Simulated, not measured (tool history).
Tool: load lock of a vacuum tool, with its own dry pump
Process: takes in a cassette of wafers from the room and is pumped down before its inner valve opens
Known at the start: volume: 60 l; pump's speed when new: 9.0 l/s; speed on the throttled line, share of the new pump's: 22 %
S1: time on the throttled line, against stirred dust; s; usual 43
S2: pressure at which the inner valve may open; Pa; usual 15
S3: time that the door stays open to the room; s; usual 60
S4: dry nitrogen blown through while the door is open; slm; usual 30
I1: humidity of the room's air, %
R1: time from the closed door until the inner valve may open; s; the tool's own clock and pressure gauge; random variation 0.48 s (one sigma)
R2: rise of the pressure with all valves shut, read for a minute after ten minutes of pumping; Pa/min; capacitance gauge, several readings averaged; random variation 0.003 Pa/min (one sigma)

run,day,S1,S2,S3,S4,I1,R1,R2
1,0.000,43,15,60,30,45.8,92.3,0.014
2,14.033,43,15,60,21,43.8,91.9,0.018
3,36.133,43,15,60,21,44.1,93.3,0.013
4,49.783,43,15,33,30,45.2,92.3,0.007
5,71.871,43,15,33,30,46.1,91.9,0.007
6,85.246,43,15,33,30,46.7,92.8,0.011
7,101.817,43,15,33,30,45.1,92.7,0.011
8,124.188,43,15,69,5,44.8,92.5,0.027
9,137.438,73,15,104,30,45.3,116.4,0.015
10,152.775,43,15,135,30,44.6,92.4,0.017
11,162.529,40,15,60,33,47.3,90.5,0.014

4 ways to go on from here, each from the tool as it stands after run 11. What would each give?
A,178.575,40,15,61,33,48.0,?,?
B,178.575,43,15,60,30,49.0,?,?
C,178.575,40,10,60,7,46.1,?,?
D,178.575,43,20,95,30,44.7,?,?

run,R1,R2
A,90.2,0.016
B,92.6,0.018
C,93.4,0.026
D,90.3,0.020
Without the tool's hidden state the same runs would have given:
run,R1,R2
A,90.2,0.015
B,92.6,0.017
C,93.3,0.025
D,90.2,0.019
